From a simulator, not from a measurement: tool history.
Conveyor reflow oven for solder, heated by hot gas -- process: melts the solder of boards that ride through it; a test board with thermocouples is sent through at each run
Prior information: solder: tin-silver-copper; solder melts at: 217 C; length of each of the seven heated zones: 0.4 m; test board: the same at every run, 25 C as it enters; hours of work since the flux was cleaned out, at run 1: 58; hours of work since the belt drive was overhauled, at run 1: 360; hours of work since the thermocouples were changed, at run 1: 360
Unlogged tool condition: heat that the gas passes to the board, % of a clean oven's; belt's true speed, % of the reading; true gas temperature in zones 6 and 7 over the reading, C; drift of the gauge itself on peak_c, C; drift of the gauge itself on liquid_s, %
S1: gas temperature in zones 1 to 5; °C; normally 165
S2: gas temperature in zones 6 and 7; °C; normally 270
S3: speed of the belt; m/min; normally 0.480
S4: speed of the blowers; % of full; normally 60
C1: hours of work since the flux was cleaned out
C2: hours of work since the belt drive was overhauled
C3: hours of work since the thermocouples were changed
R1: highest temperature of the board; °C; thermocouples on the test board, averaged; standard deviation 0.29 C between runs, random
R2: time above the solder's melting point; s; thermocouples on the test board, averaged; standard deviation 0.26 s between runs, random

Run 1, hour 0.0: usual settings; C1 58; C2 360; C3 360. Result: R1 258.3 °C, R2 77.8 s.
Run 2, hour 34.4: usual settings but S3 0.384 m/min; C1 80; C2 382; C3 382. Result: R1 263.7 °C, R2 104.7 s.
Run 3, hour 90.9: usual settings; C1 117; C2 418; C3 418. Result: R1 257.4 °C, R2 78.5 s.
Run 4, hour 122.8: usual settings; C1 137; C2 439; C3 439. Result: R1 257.8 °C, R2 78.2 s.
Run 5, hour 182.5: usual settings; C1 176; C2 478; C3 478. Result: R1 258.5 °C, R2 78.0 s.
Run 6, hour 232.0: usual settings; C1 208; C2 510; C3 510. Result: R1 258.7 °C, R2 78.1 s.
At hour 256.5: flux residue cleaned out of gas plates and filters.
Run 7, hour 290.6: usual settings but S3 0.497 m/min; C1 22; C2 544; C3 544. Result: R1 258.2 °C, R2 75.6 s.
Run 8, hour 347.8: usual settings but S3 0.497 m/min; C1 59; C2 581; C3 581. Result: R1 258.0 °C, R2 75.0 s.
Run 9, hour 409.1: usual settings but S3 0.497 m/min; C1 99; C2 621; C3 621. Result: R1 258.5 °C, R2 75.5 s.
Run 10, hour 447.7: usual settings but S3 0.497 m/min; C1 124; C2 646; C3 646. Result: R1 258.1 °C, R2 75.5 s.
Run 11, hour 510.5: usual settings but S3 0.497 m/min; C1 164; C2 686; C3 686. Result: R1 258.3 °C, R2 75.2 s.
Run 12, hour 567.5: usual settings but S3 0.497 m/min; C1 201; C2 723; C3 723. Result: R1 257.7 °C, R2 75.5 s.
At hour 602.0: flux residue cleaned out of gas plates and filters.
At hour 606.0: belt drive overhauled, speed set with a stopwatch.
Run 13, hour 606.2: usual settings but S2 260 °C; C1 0; C2 0; C3 742. Result: R1 250.6 °C, R2 73.1 s.
Run 14, hour 652.4: usual settings but S2 260 °C; C1 30; C2 30; C3 772. Result: R1 250.8 °C, R2 72.9 s.
Run 15, hour 682.5: usual settings but S2 260 °C, S3 0.474 m/min; C1 49; C2 49; C3 792. Result: R1 251.1 °C, R2 74.8 s.
Run 16, hour 738.2: usual settings but S2 260 °C, S3 0.474 m/min; C1 85; C2 85; C3 828. Result: R1 251.2 °C, R2 74.3 s.
Run 17, hour 785.5: usual settings but S2 260 °C, S3 0.474 m/min; C1 116; C2 116; C3 858. Result: R1 251.3 °C, R2 74.1 s.
Run 18, hour 817.3: usual settings but S2 260 °C, S3 0.474 m/min, S4 86 % of full; C1 137; C2 137; C3 879. Result: R1 253.7 °C, R2 78.4 s.
Run 19, hour 845.2: usual settings but S2 260 °C, S3 0.474 m/min, S4 86 % of full; C1 155; C2 155; C3 897. Result: R1 254.4 °C, R2 78.2 s.
At hour 902.5: belt drive overhauled, speed set with a stopwatch, once more.
Run 20, hour 908.4: usual settings but S3 0.542 m/min; C1 193; C2 4; C3 935. Result: R1 255.8 °C, R2 66.1 s.
Run 21, hour 942.0: usual settings but S2 263 °C; C1 215; C2 26; C3 957. Result: R1 252.9 °C, R2 73.3 s.
At hour 955.6: flux residue cleaned out of gas plates and filters.
Run 22, hour 1006.5: usual settings but S1 160 °C, S3 0.511 m/min; C1 33; C2 64; C3 995. Result: R1 257.3 °C, R2 69.3 s.
Run 23, hour 1052.1: usual settings but S1 160 °C, S3 0.546 m/min, S4 55 % of full; C1 62; C2 93; C3 1025. Result: R1 253.8 °C, R2 61.9 s.
Run 24, hour 1091.8: usual settings but S2 283 °C, S3 0.476 m/min; C1 88; C2 119; C3 1051. Result: R1 272.1 °C, R2 87.3 s.
Run 25, hour 1127.0: usual settings but S1 180 °C, S2 271 °C, S3 0.556 m/min; C1 111; C2 142; C3 1073. Result: R1 259.2 °C, R2 71.7 s.
Run 26, hour 1157.7: usual settings but S1 180 °C, S2 271 °C, S3 0.556 m/min; C1 131; C2 162; C3 1093. Result: R1 258.8 °C, R2 71.6 s.
Run 27, hour 1218.3: usual settings but S1 153 °C, S2 268 °C, S3 0.574 m/min, S4 77 % of full; C1 170; C2 201; C3 1132. Result: R1 253.3 °C, R2 56.1 s.
Run 28, hour 1245.6: usual settings but S1 153 °C, S2 268 °C, S3 0.574 m/min, S4 77 % of full; C1 187; C2 219; C3 1150. Result: R1 252.9 °C, R2 56.8 s.
Run 29, hour 1279.1: usual settings but S1 153 °C, S2 268 °C, S3 0.574 m/min, S4 77 % of full; C1 209; C2 240; C3 1172. Result: R1 252.9 °C, R2 56.1 s.
At hour 1302.2: flux residue cleaned out of gas plates and filters.
Run 30, hour 1320.3: usual settings but S1 166 °C, S2 282 °C, S3 0.428 m/min, S4 53 % of full; C1 12; C2 264; C3 1195. Result: R1 275.0 °C, R2 100.2 s.

Selected run-to-run steps in R1, each split into two signed amounts: the part the tool would show with no hidden state at all (from settings, incoming material and random variation), and the remainder, which goes to the hidden state together with any gauge scatter not common to the measured and the hidden-state-free results:
Run 6 -> 7: S3 0.480 -> 0.497, flux residue cleaned out of gas plates and filters. R1 -0.5 °C: hidden state +0.8, all else -1.3.
Run 12 -> 13: S2 270 -> 260, S3 0.497 -> 0.480, flux residue cleaned out of gas plates and filters, belt drive overhauled, speed set with a stopwatch. R1 -7.1 °C: hidden state +0.8, all else -7.9.
Run 23 -> 24: S1 160 -> 165, S2 270 -> 283, S3 0.546 -> 0.476, S4 55 -> 60. R1 +18.3 °C: hidden state +0.2, all else +18.1.
Run 24 -> 25: S1 165 -> 180, S2 283 -> 271, S3 0.476 -> 0.556. R1 -12.9 °C: hidden state -0.2, all else -12.7.
Run 29 -> 30: S1 153 -> 166, S2 268 -> 282, S3 0.574 -> 0.428, S4 77 -> 53, flux residue cleaned out of gas plates and filters. R1 +22.1 °C: hidden state +1.4, all else +20.7.
